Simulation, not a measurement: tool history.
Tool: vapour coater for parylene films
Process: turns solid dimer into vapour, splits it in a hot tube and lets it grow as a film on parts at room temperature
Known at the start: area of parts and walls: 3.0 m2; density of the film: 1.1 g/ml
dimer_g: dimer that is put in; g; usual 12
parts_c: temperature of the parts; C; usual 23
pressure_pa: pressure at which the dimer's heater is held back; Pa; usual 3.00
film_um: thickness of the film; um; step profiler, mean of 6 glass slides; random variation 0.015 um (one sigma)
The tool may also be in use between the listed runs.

run	hour	dimer_g	parts_c	pressure_pa	film_um
1	0.0	12	23	3.00	2.45
2	13.5	12	23	3.00	2.44
3	29.1	12	23	3.00	2.43
4	41.1	12	23	3.00	2.41
5	51.8	20	23	3.00	4.01
6	65.7	13	23	3.00	2.63
7	78.9	12	24	3.00	2.31
8	93.8	12	23	3.00	2.39
9	107.7	12	23	3.00	2.42
10	118.2	12	23	3.00	2.39
11	131.5	12	23	3.00	2.41
12	147.0	14	22	3.00	2.94
13	155.5	15	23	7.22	2.45
14	169.3	5	31	4.92	0.60
15	178.0	5	31	4.92	0.60
16	193.2	5	30	2.92	0.71
17	208.2	5	30	2.92	0.71
18	218.7	5	30	2.92	0.71
19	229.3	21	23	2.34	4.31
20	236.5	7	15	2.34	1.90
21	249.4	9	23	4.18	1.62
22	257.8	5	28	8.69	0.62

The same runs without the tool's hidden state, with the same run-to-run variation:
The hidden state here: vapour lost through the trap's worn valve, %; true temperature of the parts over the reading, C; drift of the gauge itself on film_um, %.
run	film_um
1	2.59
2	2.59
3	2.59
4	2.57
5	4.29
6	2.82
7	2.48
8	2.57
9	2.61
10	2.59
11	2.61
12	3.20
13	2.67
14	0.66
15	0.66
16	0.78
17	0.78
18	0.78
19	4.77
20	2.09
21	1.80
22	0.69
